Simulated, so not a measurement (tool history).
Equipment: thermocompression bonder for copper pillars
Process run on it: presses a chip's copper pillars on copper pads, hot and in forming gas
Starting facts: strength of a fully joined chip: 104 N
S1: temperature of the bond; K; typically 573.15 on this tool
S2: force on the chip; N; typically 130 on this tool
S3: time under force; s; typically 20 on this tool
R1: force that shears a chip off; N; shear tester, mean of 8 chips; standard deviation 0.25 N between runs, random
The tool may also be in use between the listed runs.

run,hour,S1,S2,S3,R1
1,0,573.15,130,20,70.6
2,7.7,573.15,130,44,83.9
3,13.3,573.15,130,44,83.8
4,20.5,573.15,130,44,83.7
5,29.8,573.15,130,44,84
6,36.2,573.15,130,44,83.3
7,43.1,573.15,130,44,83.3
8,51.7,573.15,130,44,82.7
9,59.1,553.15,130,44,72
10,69.2,553.15,130,27,62.8
11,74.8,553.15,130,27,62.9
12,80.5,553.15,130,27,62.9
13,87.7,573.15,130,20,70.2
14,96.7,573.15,79,20,50.1
15,105.4,587.15,130,20,78.1
# hour 109.4: forming gas filter changed
16,112.2,573.15,130,20,73.3
17,117.3,573.15,90,20,57.5
18,124.8,573.15,90,20,57.5
19,132.6,573.15,130,20,72.7
20,138,573.15,117,20,68.8
21,145.6,573.15,167,33,90.6
22,151.7,578.15,135,19,76.1
23,161.7,576.15,135,15,70.9
24,170.8,551.15,91,38,55.2
25,179.3,551.15,100,55,66.3
26,184.3,551.15,100,55,66.2
27,190.9,588.15,100,55,87.8

Run 28 has not been measured yet. What should we expect?
28,195.7,590.15,119,32,?

R1: 86.9 N
Without the tool's hidden state the same run would have given R1 87.2 N.
